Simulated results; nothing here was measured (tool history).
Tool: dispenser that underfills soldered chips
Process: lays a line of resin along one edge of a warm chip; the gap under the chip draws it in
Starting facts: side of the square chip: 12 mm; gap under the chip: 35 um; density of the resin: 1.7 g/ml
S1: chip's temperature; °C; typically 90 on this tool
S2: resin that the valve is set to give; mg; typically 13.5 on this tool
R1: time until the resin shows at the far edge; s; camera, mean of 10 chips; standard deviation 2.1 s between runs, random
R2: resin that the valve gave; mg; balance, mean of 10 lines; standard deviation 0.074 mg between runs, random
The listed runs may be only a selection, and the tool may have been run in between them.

run,hour,S1,S2,R1,R2
1,0,90,13.5,482.8,12.35
# hour 1.7: new syringe of resin
2,4.2,99,13.5,186.1,12.33
3,7.3,90,17.4,292.9,15.77
4,11.2,76,13.5,605.6,12.12
5,14.4,90,13.5,471.8,12.04
# hour 17: new syringe of resin
6,18,90,13.5,226.6,12.09
7,20.5,90,16.9,255.9,15.09
8,23.9,90,16.9,320,15.08
9,26.7,85,16.9,434.6,14.98
10,29.6,80,13.5,643,12.06
# hour 32.1: new syringe of resin
11,33.3,80,13.5,308.6,11.91
12,37.2,90,13.5,287.8,12.13
13,39.2,90,13.5,333.9,11.93
14,43.1,92,13.5,399,11.96
15,46.4,90,13.5,519.1,11.95
# hour 47.3: new syringe of resin
16,50.6,90,14.2,260.3,12.38
17,54.6,90,13.1,345,11.35
18,58.4,90,13.1,435.2,11.4
# hour 62.5: new syringe of resin
19,62.9,90,13.1,220.9,11.4
20,66.3,90,13.1,274.3,11.36
# hour 70: dispensing valve cleaned and set on the balance
21,70.9,83,14.8,408.2,14.81
22,73.2,83,14.8,477.7,14.9
23,76.2,86,15.2,521.5,15.06
# hour 78.6: new syringe of resin
24,80.5,86,15.2,257.8,15.02
25,82.6,94,12.4,243,12.35
26,84.5,94,12.4,259.3,12.29
27,86.9,92,14.1,322.2,13.95
28,89,99,15.6,294.4,15.45
29,91.5,90,15.6,455.2,15.47

Below are 5 alternative next runs, each starting from the tool's condition after run 29. Predict each:
# hour 93.7: new syringe of resin
A,93.8,88,13,?,?
# hour 93.7: new syringe of resin
B,93.8,100,11.7,?,?
# hour 93.7: new syringe of resin
C,93.8,90,13.8,?,?
# hour 93.7: new syringe of resin
D,93.8,91,15.6,?,?
# hour 93.7: new syringe of resin
E,93.8,79,15.4,?,?

run,R1,R2
A,229,12.9
B,159.2,11.43
C,215.9,13.6
D,204.7,15.33
E,304.3,15.2
Without the tool's hidden state the same runs would have given:
run,R1,R2
A,219.5,13.09
B,152.6,11.6
C,207.1,13.81
D,196.5,15.56
E,291.8,15.42
